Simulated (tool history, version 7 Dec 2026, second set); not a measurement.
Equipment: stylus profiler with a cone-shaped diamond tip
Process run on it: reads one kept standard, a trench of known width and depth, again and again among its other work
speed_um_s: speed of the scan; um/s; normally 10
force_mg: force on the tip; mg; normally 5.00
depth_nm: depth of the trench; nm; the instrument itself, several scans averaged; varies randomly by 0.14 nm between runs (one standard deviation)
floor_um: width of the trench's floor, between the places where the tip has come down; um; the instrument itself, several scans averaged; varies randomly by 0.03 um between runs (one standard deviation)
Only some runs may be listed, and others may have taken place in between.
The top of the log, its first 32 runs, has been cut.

run,hour,speed_um_s,force_mg,depth_nm,floor_um
33,1061.7,8,3.86,502.86,14.14
34,1090.2,8,3.86,502.73,14.13
35,1115.9,30,2.04,500.68,14.03
36,1154.7,12,3.86,502.81,14.09
37,1188.1,3,4.34,503.04,14.09
38,1212.0,3,6.75,505.29,14.08
39,1245.9,19,4.11,502.73,14.03
40,1264.2,2,6.74,505.21,14.05
41,1296.4,2,6.74,505.24,14.08
42,1317.8,2,6.74,505.04,14.09
43,1338.9,2,6.74,505.26,14.02
44,1367.8,5,6.30,504.81,14.01
45,1397.0,5,5.57,503.93,14.00
46,1421.1,34,10.76,508.37,13.95

4 ways to go on from here, each from the tool as it stands after run 46. What would each give?
A,1457.6,6,9.38,?,?
B,1457.6,33,8.35,?,?
C,1457.6,20,6.19,?,?
D,1457.6,8,1.93,?,?

run,depth_nm,floor_um
A,507.22,13.95
B,506.77,13.96
C,504.62,13.94
D,499.81,14.01
Take away the tool's hidden state, keep each run's random variation, and the runs would have read:
run,depth_nm,floor_um
A,511.50,15.59
B,511.05,15.61
C,508.89,15.58
D,504.03,15.65

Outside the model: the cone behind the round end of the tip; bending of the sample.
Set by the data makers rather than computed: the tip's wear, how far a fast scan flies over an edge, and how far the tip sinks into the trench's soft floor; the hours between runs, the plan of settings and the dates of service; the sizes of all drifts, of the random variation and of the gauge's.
